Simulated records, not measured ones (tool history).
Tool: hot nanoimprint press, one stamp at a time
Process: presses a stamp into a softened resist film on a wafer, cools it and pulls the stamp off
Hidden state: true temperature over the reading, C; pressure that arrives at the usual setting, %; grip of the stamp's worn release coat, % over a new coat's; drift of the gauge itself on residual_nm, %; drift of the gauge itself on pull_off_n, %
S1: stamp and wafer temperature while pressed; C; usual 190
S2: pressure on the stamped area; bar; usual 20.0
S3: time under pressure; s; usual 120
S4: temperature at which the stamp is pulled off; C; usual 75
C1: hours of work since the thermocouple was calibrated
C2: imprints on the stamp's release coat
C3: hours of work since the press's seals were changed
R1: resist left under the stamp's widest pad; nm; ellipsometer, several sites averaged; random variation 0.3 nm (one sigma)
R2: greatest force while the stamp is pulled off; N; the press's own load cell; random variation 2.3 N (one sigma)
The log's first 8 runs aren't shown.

run	hour	S1	S2	S3	S4	C1	C2	C3	R1	R2
9	61.3	190	19.0	120	75	286	514	161	206.3	236
10	67.6	190	21.2	120	75	291	539	165	197.9	231
11	72.6	190	20.0	131	75	295	559	169	196.0	231
12	76.8	190	20.0	131	75	298	575	172	195.9	226
13	85.0	190	14.3	120	75	304	608	178	230.3	226
14	89.7	190	20.0	120	75	308	627	182	202.8	228
15	95.4	190	20.0	120	75	312	650	186	202.3	227
16	105.5	190	13.0	219	81	319	690	194	193.6	208
17	112.0	190	13.0	219	81	324	716	199	193.8	209
18	118.5	190	13.0	219	81	329	742	204	194.0	208
19	125.6	190	21.5	120	75	335	770	209	196.7	228
20	132.7	190	21.5	210	75	340	798	215	158.5	231
21	137.0	190	22.5	120	77	343	815	218	193.3	222
22	145.5	190	22.5	120	77	350	849	224	193.1	221
23	153.1	186	20.0	67	64	355	880	230	270.2	261
24	159.8	186	20.0	67	64	360	906	235	270.5	260
25	167.9	190	20.0	120	72	367	939	241	202.2	241
26	176.5	194	20.0	120	72	373	973	248	179.1	235
27	181.9	191	25.0	153	67	377	995	252	162.5	260
28	186.7	194	25.1	225	67	381	1014	255	125.0	254
29	194.1	194	25.7	117	67	386	1043	261	162.5	254
30	199.9	194	25.7	117	67	391	1067	265	162.8	253

3 ways to go on from here, each from the tool as it stands after run 30. What would each give?
A	204.7	190	14.9	120	63	394	1086	269	?	?
B	204.7	194	25.7	117	67	394	1086	269	?	?
C	204.7	181	26.1	120	75	394	1086	269	?	?

run	R1	R2
A	226.7	270
B	162.6	256
C	240.1	230
Without the tool's hidden state the same runs would have given:
run	R1	R2
A	226.6	269
B	162.5	255
C	239.9	229
